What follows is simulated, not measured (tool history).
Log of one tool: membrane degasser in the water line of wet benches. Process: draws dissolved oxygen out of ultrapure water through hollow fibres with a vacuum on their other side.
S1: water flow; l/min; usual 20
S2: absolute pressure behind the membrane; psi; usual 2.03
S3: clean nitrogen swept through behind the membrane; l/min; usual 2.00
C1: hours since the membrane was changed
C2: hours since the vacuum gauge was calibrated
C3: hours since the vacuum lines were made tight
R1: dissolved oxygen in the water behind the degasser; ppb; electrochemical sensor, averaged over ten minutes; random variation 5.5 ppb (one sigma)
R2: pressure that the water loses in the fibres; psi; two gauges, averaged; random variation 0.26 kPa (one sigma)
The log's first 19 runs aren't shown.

Run 20, hour 1609.3: usual settings but S1 31 l/min, S2 1.86 psi, S3 3.24 l/min; C1 4087; C2 6771; C3 3453. Result: R1 830.8 ppb, R2 15.412 psi.
Run 21, hour 1698.8: usual settings but S1 15 l/min, S2 4.05 psi, S3 2.67 l/min; C1 4177; C2 6860; C3 3543. Result: R1 494.4 ppb, R2 7.420 psi.
At hour 1744.8: vacuum gauge calibrated.
Run 22, hour 1754.9: usual settings but S1 15 l/min, S2 4.05 psi, S3 2.67 l/min; C1 4232; C2 10; C3 3599. Result: R1 488.8 ppb, R2 7.388 psi.
Run 23, hour 1841.6: usual settings but S1 17 l/min, S2 2.38 psi, S3 5.61 l/min; C1 4319; C2 97; C3 3685. Result: R1 332.9 ppb, R2 8.457 psi.
Run 24, hour 1908.5: usual settings but S1 17 l/min, S2 2.38 psi, S3 5.61 l/min; C1 4386; C2 164; C3 3752. Result: R1 335.5 ppb, R2 8.448 psi.
Run 25, hour 1978.0: usual settings but S1 15 l/min, S2 2.38 psi, S3 5.61 l/min; C1 4455; C2 233; C3 3822. Result: R1 272.1 ppb, R2 7.461 psi.
Run 26, hour 2062.9: usual settings but S1 27 l/min, S2 1.87 psi, S3 2.04 l/min; C1 4540; C2 318; C3 3907. Result: R1 771.6 ppb, R2 13.328 psi.
Run 27, hour 2180.0: usual settings but S1 27 l/min, S2 1.87 psi, S3 2.04 l/min; C1 4657; C2 435; C3 4024. Result: R1 778.0 ppb, R2 13.316 psi.
Run 28, hour 2272.0: usual settings but S1 27 l/min, S2 1.87 psi, S3 0.99 l/min; C1 4749; C2 527; C3 4116. Result: R1 984.5 ppb, R2 13.393 psi.
Run 29, hour 2343.0: usual settings but S1 27 l/min, S2 1.87 psi, S3 0.99 l/min; C1 4820; C2 598; C3 4187. Result: R1 992.1 ppb, R2 13.383 psi.
Run 30, hour 2442.3: usual settings but S1 27 l/min, S2 1.58 psi, S3 0.99 l/min; C1 4920; C2 697; C3 4286. Result: R1 909.6 ppb, R2 13.361 psi.
Run 31, hour 2497.8: usual settings but S2 4.71 psi; C1 4975; C2 753; C3 4341. Result: R1 905.6 ppb, R2 9.868 psi.

The next listed run, before its measurement:
Run 32, hour 2564.9: usual settings but S2 4.71 psi; C1 5042; C2 820; C3 4409. Result: R1 ?, R2 ?.

Run 32 gave R1 905.5 ppb, R2 9.886 psi.
Without the tool's hidden state the same run would have given R1 905.1 ppb, R2 10.071 psi.

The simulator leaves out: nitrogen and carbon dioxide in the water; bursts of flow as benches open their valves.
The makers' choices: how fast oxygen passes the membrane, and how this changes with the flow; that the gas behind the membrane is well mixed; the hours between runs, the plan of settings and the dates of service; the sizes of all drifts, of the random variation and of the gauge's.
